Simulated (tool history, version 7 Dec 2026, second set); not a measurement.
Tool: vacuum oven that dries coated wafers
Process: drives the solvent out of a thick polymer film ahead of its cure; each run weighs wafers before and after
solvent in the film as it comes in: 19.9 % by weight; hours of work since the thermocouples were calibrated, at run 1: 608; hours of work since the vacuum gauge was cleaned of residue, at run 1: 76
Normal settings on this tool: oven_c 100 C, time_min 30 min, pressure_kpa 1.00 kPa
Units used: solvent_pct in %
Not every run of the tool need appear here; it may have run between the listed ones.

run      day  oven_c  time_min  pressure_kpa  hours of work since the thermocouples were calibrated  hours of work since the vacuum gauge was cleaned of residue  solvent_pct
  1    0.000     100        30          1.00                                                    608                                                           76         1.86
  2    3.217     100        30          1.00                                                    641                                                          109         1.88
  3    6.892     100        30          1.00                                                    678                                                          147         1.82
  4    8.746     100        30          1.00                                                    697                                                          165         1.84
  5   11.154     100        30          1.00                                                    722                                                          190         1.78
  6   14.492     100        30          1.00                                                    756                                                          224         1.77
  7   16.892     100        30          2.89                                                    780                                                          248         2.48
  8   20.475     100        30          1.97                                                    817                                                          285         2.14
  9   22.788     100        30          1.00                                                    840                                                          308         1.73
 10   24.758     100        30          1.00                                                    860                                                          328         1.80
 11   26.704     100        27          1.00                                                    880                                                          348         2.18
 12   28.329     106        30          1.00                                                    897                                                          365         0.72
 13   31.725     106        30          1.00                                                    931                                                          399         0.69
 14   34.462     106        30          1.00                                                    959                                                          427         0.73
 15   37.654     106        30          1.00                                                    991                                                          460         0.67
 16   39.975     106        30          1.00                                                   1015                                                          483         0.73
 17   43.033     100        30          1.00                                                   1046                                                          514         1.76
 18   45.512     114        30          1.00                                                   1071                                                          539         0.27
 19   48.800     108        30          1.00                                                   1105                                                          573         0.58
 20   50.829     100        30          1.00                                                   1125                                                          594         1.66
      51.812  -- oven's thermocouples calibrated
 21   53.929     100        30          2.28                                                     22                                                          624         2.78
 22   57.533      87        17          0.92                                                     58                                                          661        10.41
 23   60.771     100        17          2.64                                                     91                                                          694         5.51
 24   62.879      93        17          0.51                                                    113                                                          715         7.87
 25   66.262      93        17          0.51                                                    147                                                          750         7.72
 26   69.171      86        26          0.69                                                    177                                                          779         8.29
 27   71.304     105        31          0.69                                                    198                                                          801         1.01
      71.712  -- vacuum gauge cleaned of residue and calibrated
 28   74.692     113        25          1.19                                                    232                                                           30         0.58
 29   76.342     113        25          1.19                                                    249                                                           47         0.63
 30   79.146     102        31          0.50                                                    277                                                           76         1.49
 31   82.450     100        30          1.69                                                    311                                                          109         2.48
      82.825  -- vacuum gauge cleaned of residue and calibrated, once more
 32   84.388     100        27          1.00                                                    330                                                           16         2.38
 33   87.842     100        27          1.00                                                    365                                                           51         2.45
 34   90.025      95        33          1.00                                                    387                                                           73         3.19
 35   93.888      97        26          3.41                                                    427                                                          113         4.48
 36   97.462      97        26          3.41                                                    463                                                          149         4.47
 37   99.288      87        34          1.39                                                    482                                                          167         6.20
 38  101.712     112        19          1.00                                                    506                                                          192         0.88
 39  103.408      93        16          2.94                                                    524                                                          209         8.55
 40  106.912      93        24          0.72                                                    559                                                          245         5.43
 41  109.479      95        16          1.23                                                    585                                                          271         7.03

Below, each run's measurement less what the same run would have read without the hidden state. Both values contain the same run-to-run variation, but the gauge's scatter may not be the same in both:
What the log doesn't record here: true wafer temperature over the reading, C; true pressure over the reading, kPa; drift of the gauge itself on solvent_pct, %.
run  solvent_pct
  1        -0.31
  2        -0.32
  3        -0.33
  4        -0.33
  5        -0.34
  6        -0.34
  7        -0.39
  8        -0.38
  9        -0.38
 10        -0.38
 11        -0.44
 12        -0.17
 13        -0.17
 14        -0.18
 15        -0.18
 16        -0.18
 17        -0.43
 18        +0.00
 19        -0.12
 20        -0.45
 21        +0.14
 22        +0.13
 23        +0.10
 24        +0.09
 25        +0.07
 26        +0.08
 27        +0.09
 28        +0.09
 29        +0.09
 30        +0.09
 31        +0.07
 32        -0.12
 33        -0.14
 34        -0.17
 35        -0.21
 36        -0.22
 37        -0.27
 38        -0.09
 39        -0.29
 40        -0.31
 41        -0.33
